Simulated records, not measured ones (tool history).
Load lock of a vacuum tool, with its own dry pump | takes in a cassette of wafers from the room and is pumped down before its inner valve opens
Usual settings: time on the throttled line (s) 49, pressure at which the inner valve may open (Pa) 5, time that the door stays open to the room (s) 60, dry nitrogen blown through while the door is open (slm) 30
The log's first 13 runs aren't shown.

| run | day | time on the throttled line (s) | pressure at which the inner valve may open (Pa) | time that the door stays open to the room (s) | dry nitrogen blown through while the door is open (slm) | incoming humidity of the room's air, % | time from the closed door until the inner valve may open (s) | rise of the pressure with all valves shut (Pa/min) |
|---|---|---|---|---|---|---|---|---|
| 14 | 185.838 | 49 | 5 | 60 | 30 | 44.9 | 105.4 | 0.23 |
| 15 | 194.154 | 49 | 5 | 60 | 30 | 46.8 | 106.5 | 0.251 |
| 16 | 207.85 | 49 | 5 | 60 | 30 | 49.6 | 106.6 | 0.281 |
| 17 | 222.508 | 49 | 5 | 60 | 30 | 45.2 | 107 | 0.308 |
| 18 | 237.971 | 49 | 5 | 60 | 13 | 46.6 | 107.3 | 0.351 |
| 19 | 246.888 | 49 | 9 | 95 | 41 | 45.1 | 102.7 | 0.361 |
| 20 | 258.612 | 47 | 5 | 41 | 30 | 42.6 | 107 | 0.385 |
| 21 | 273.638 | 65 | 6 | 200 | 37 | 47 | 118.5 | 0.434 |
| 22 | 284.046 | 65 | 6 | 200 | 37 | 45.7 | 117.4 | 0.466 |
| 23 | 303.117 | 65 | 6 | 84 | 4 | 44.6 | 118.8 | 0.502 |
| 24 | 323.512 | 49 | 4 | 60 | 30 | 46.2 | 111.3 | 0.538 |
| 25 | 336.704 | 49 | 4 | 60 | 30 | 45.2 | 113.2 | 0.578 |
| 26 | 345.733 | 38 | 4 | 60 | 14 | 47.3 | 106 | 0.616 |
| 27 | 360.058 | 29 | 7 | 39 | 16 | 44.1 | 93.7 | 0.629 |

Forecast run 28:
| 28 | 371.958 | 49 | 5 | 168 | 4 | 42.7 | ? | ? |

Run 28 gave time from the closed door until the inner valve may open (s) 112.3, rise of the pressure with all valves shut (Pa/min) 0.728.
Without the tool's hidden state the same run would have given time from the closed door until the inner valve may open (s) 104, rise of the pressure with all valves shut (Pa/min) 0.083.

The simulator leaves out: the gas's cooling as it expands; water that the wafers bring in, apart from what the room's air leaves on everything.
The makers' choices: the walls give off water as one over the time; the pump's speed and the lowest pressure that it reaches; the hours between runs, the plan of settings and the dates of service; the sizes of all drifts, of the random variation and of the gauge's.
